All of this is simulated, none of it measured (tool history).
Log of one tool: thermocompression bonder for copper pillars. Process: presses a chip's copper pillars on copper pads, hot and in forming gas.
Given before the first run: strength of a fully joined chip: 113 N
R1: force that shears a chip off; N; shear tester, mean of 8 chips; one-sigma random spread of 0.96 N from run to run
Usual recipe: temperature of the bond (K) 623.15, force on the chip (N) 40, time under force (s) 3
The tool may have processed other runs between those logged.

run 1 day=0.000 | temperature_of_the_bond_(K)=623.15 force_on_the_chip_(N)=40 time_under_force_(s)=3 | R1=83.2
run 2 day=0.592 | temperature_of_the_bond_(K)=623.15 force_on_the_chip_(N)=40 time_under_force_(s)=3 | R1=82.2
run 3 day=1.096 | temperature_of_the_bond_(K)=623.15 force_on_the_chip_(N)=40 time_under_force_(s)=5 | R1=90.5
run 4 day=1.467 | temperature_of_the_bond_(K)=623.15 force_on_the_chip_(N)=40 time_under_force_(s)=5 | R1=91.1
run 5 day=2.004 | temperature_of_the_bond_(K)=623.15 force_on_the_chip_(N)=40 time_under_force_(s)=5 | R1=91.3
run 6 day=2.475 | temperature_of_the_bond_(K)=612.15 force_on_the_chip_(N)=26 time_under_force_(s)=3 | R1=65.3
run 7 day=2.883 | temperature_of_the_bond_(K)=644.15 force_on_the_chip_(N)=40 time_under_force_(s)=6 | R1=101.6
run 8 day=3.371 | temperature_of_the_bond_(K)=613.15 force_on_the_chip_(N)=28 time_under_force_(s)=2 | R1=58.3
run 9 day=3.825 | temperature_of_the_bond_(K)=613.15 force_on_the_chip_(N)=28 time_under_force_(s)=2 | R1=58.8
run 10 day=4.092 | temperature_of_the_bond_(K)=623.15 force_on_the_chip_(N)=51 time_under_force_(s)=3 | R1=88.6

Branching from run 10: 3 alternative next runs. What would each branch give?
run A day=4.450 | temperature_of_the_bond_(K)=595.15 force_on_the_chip_(N)=40 time_under_force_(s)=3 | R1=?
run B day=4.450 | temperature_of_the_bond_(K)=643.15 force_on_the_chip_(N)=40 time_under_force_(s)=2 | R1=?
run C day=4.450 | temperature_of_the_bond_(K)=593.15 force_on_the_chip_(N)=41 time_under_force_(s)=2 | R1=?

run=A R1=67.1
run=B R1=82.3
run=C R1=58.7
Take away the tool's hidden state, keep each run's random variation, and the runs would have read:
run=A R1=67.0
run=B R1=82.3
run=C R1=58.5
